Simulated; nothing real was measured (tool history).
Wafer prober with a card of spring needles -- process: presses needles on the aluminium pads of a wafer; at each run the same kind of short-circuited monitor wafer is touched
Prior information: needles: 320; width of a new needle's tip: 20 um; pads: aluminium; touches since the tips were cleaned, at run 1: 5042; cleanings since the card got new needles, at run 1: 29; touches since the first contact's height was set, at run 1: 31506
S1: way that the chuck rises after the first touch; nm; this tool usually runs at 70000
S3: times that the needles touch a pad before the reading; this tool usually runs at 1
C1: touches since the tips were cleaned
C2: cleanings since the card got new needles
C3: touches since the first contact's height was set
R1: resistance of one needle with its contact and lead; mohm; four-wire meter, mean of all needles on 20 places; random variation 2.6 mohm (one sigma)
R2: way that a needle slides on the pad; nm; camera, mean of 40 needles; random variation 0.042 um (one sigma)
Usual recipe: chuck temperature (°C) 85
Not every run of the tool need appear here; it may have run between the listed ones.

{"run": 1, "hour": 0.0, "S1": 70000, "chuck temperature (°C)": 85, "S3": 1, "C1": 5042, "C2": 29, "C3": 31506, "R1": 303, "R2": 11830}
{"hour": 3.4, "done": "tips cleaned on abrasive film"}
{"hour": 27.7, "done": "tips cleaned on abrasive film"}
{"run": 2, "hour": 34.4, "S1": 70000, "chuck temperature (°C)": 85, "S3": 1, "C1": 1614, "C2": 31, "C3": 39728, "R1": 304, "R2": 11860}
{"hour": 51.3, "done": "tips cleaned on abrasive film"}
{"run": 3, "hour": 74.0, "S1": 70000, "chuck temperature (°C)": 85, "S3": 2, "C1": 5468, "C2": 32, "C3": 49243, "R1": 307, "R2": 11680}
{"hour": 77.6, "done": "tips cleaned on abrasive film"}
{"hour": 101.9, "done": "tips cleaned on abrasive film"}
{"run": 4, "hour": 113.4, "S1": 70000, "chuck temperature (°C)": 64, "S3": 2, "C1": 2766, "C2": 34, "C3": 58680, "R1": 298, "R2": 11740}
{"hour": 125.9, "done": "tips cleaned on abrasive film"}
{"run": 5, "hour": 146.3, "S1": 70000, "chuck temperature (°C)": 64, "S3": 2, "C1": 4916, "C2": 35, "C3": 66576, "R1": 290, "R2": 11760}
{"hour": 149.6, "done": "tips cleaned on abrasive film"}
{"hour": 173.6, "done": "tips cleaned on abrasive film"}
{"run": 6, "hour": 178.3, "S1": 70000, "chuck temperature (°C)": 64, "S3": 2, "C1": 1137, "C2": 37, "C3": 74215, "R1": 296, "R2": 11700}
{"hour": 197.2, "done": "tips cleaned on abrasive film"}
{"run": 7, "hour": 216.0, "S1": 70000, "chuck temperature (°C)": 64, "S3": 2, "C1": 4529, "C2": 38, "C3": 83263, "R1": 293, "R2": 11800}
{"hour": 222.1, "done": "tips cleaned on abrasive film"}
{"hour": 249.2, "done": "tips cleaned on abrasive film"}
{"run": 8, "hour": 259.0, "S1": 51000, "chuck temperature (°C)": 41, "S3": 2, "C1": 2363, "C2": 40, "C3": 93572, "R1": 294, "R2": 8550}
{"hour": 274.4, "done": "tips cleaned on abrasive film"}
{"run": 9, "hour": 287.1, "S1": 69000, "chuck temperature (°C)": 108, "S3": 1, "C1": 3069, "C2": 41, "C3": 100311, "R1": 313, "R2": 11450}
{"hour": 300.8, "done": "tips cleaned on abrasive film"}
{"hour": 325.4, "done": "tips cleaned on abrasive film"}
{"run": 10, "hour": 325.4, "S1": 53000, "chuck temperature (°C)": 90, "S3": 1, "C1": 0, "C2": 43, "C3": 109471, "R1": 318, "R2": 8850}
{"hour": 350.1, "done": "tips cleaned on abrasive film"}
{"run": 11, "hour": 350.9, "S1": 84000, "chuck temperature (°C)": 68, "S3": 3, "C1": 186, "C2": 44, "C3": 115579, "R1": 291, "R2": 13880}

5 options for the next run, each taken on its own from the tool as it stands now. Forecast them:
{"run": "A", "hour": 372.8, "S1": 52000, "chuck temperature (°C)": 30, "S3": 3, "C1": 5456, "C2": 44, "C3": 120849, "R1": "?", "R2": "?"}
{"run": "B", "hour": 372.8, "S1": 84000, "chuck temperature (°C)": 68, "S3": 3, "C1": 5456, "C2": 44, "C3": 120849, "R1": "?", "R2": "?"}
{"run": "C", "hour": 372.8, "S1": 87000, "chuck temperature (°C)": 29, "S3": 1, "C1": 5456, "C2": 44, "C3": 120849, "R1": "?", "R2": "?"}
{"run": "D", "hour": 372.8, "S1": 68000, "chuck temperature (°C)": 88, "S3": 1, "C1": 5456, "C2": 44, "C3": 120849, "R1": "?", "R2": "?"}
{"run": "E", "hour": 372.8, "S1": 70000, "chuck temperature (°C)": 31, "S3": 1, "C1": 5456, "C2": 44, "C3": 120849, "R1": "?", "R2": "?"}

run=A R1=292 R2=8650
run=B R1=293 R2=13900
run=C R1=280 R2=14360
run=D R1=302 R2=11230
run=E R1=283 R2=11550
What these runs would have given with no unlogged condition in the tool:
run=A R1=292 R2=8800
run=B R1=293 R2=14130
run=C R1=279 R2=14600
run=D R1=302 R2=11420
run=E R1=282 R2=11740
